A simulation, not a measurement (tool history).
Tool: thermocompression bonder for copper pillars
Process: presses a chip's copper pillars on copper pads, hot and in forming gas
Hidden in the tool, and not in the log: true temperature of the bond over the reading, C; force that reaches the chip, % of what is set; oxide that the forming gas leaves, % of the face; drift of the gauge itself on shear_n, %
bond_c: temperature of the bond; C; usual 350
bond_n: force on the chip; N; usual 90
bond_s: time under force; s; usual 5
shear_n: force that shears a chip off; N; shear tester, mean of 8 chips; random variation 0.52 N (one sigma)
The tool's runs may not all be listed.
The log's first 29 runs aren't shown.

run	hour	bond_c	bond_n	bond_s	hours of work since the heater was calibrated	hours of work since the force cell was calibrated	hours of work since the gas filter was changed	shear_n
30	225.5	338	67	3	332	467	118	20.5
31	231.5	364	77	8	336	471	122	43.4
32	236.9	339	77	3	339	474	125	23.6
# hour 242.3: forming gas filter changed
33	242.9	360	113	9	343	478	0	57.8
34	253	360	113	9	350	485	7	57.6
35	258.4	365	107	5	353	488	11	48.3
36	263.8	355	90	5	357	492	14	38.4
37	272.4	376	91	6	363	498	20	50.1
38	277.1	350	78	5	366	501	23	33.8
39	285.4	350	78	5	372	507	29	32.2
40	295.7	350	78	5	378	513	36	33

4 ways to go on from here, each from the tool as it stands after run 40. What would each give?
A	301.6	350	119	5	382	517	40	?
B	301.6	353	65	10	382	517	40	?
C	301.6	352	128	4	382	517	40	?
D	301.6	331	82	6	382	517	40	?

run	shear_n
A	45.3
B	38.8
C	44.8
D	31.7
Without the tool's hidden state the same runs would have given:
run	shear_n
A	45.4
B	38.9
C	44.9
D	31.8
